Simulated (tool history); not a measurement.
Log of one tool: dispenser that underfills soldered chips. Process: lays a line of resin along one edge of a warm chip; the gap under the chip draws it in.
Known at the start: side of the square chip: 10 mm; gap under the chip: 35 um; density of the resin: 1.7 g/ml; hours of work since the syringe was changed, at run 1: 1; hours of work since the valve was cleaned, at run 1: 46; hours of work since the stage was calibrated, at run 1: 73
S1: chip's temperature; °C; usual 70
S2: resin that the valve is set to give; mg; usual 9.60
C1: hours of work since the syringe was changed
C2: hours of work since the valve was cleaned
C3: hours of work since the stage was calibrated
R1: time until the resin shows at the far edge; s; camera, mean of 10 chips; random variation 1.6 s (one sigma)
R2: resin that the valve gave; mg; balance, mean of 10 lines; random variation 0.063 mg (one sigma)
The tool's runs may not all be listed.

run 1 hour=0.0 | S1=70 S2=9.60 | C1=1 C2=46 C3=73 | R1=161.9 R2=9.14
run 2 hour=6.2 | S1=76 S2=9.60 | C1=5 C2=50 C3=77 | R1=155.6 R2=9.18
-- hour=10.4 new syringe of resin
run 3 hour=11.6 | S1=76 S2=8.96 | C1=1 C2=54 C3=80 | R1=131.1 R2=8.42
run 4 hour=15.9 | S1=66 S2=9.60 | C1=4 C2=57 C3=83 | R1=219.9 R2=9.12
run 5 hour=20.2 | S1=66 S2=8.45 | C1=6 C2=59 C3=86 | R1=263.7 R2=7.94
-- hour=21.4 new syringe of resin
run 6 hour=24.5 | S1=68 S2=9.27 | C1=2 C2=62 C3=89 | R1=189.5 R2=8.62
run 7 hour=30.6 | S1=60 S2=9.33 | C1=6 C2=66 C3=93 | R1=321.3 R2=8.60
-- hour=32.5 new syringe of resin
run 8 hour=34.7 | S1=67 S2=9.48 | C1=1 C2=69 C3=95 | R1=192.1 R2=8.79
run 9 hour=38.9 | S1=67 S2=8.77 | C1=4 C2=71 C3=98 | R1=227.0 R2=8.18

The next listed run, before its measurement:
-- hour=43.5 new syringe of resin
run 10 hour=45.1 | S1=77 S2=8.78 | C1=1 C2=75 C3=102 | R1=? R2=?

Run 10 gave R1 129.8 s, R2 8.11 mg.
Without the tool's hidden state the same run would have given R1 117.0 s, R2 8.77 mg.
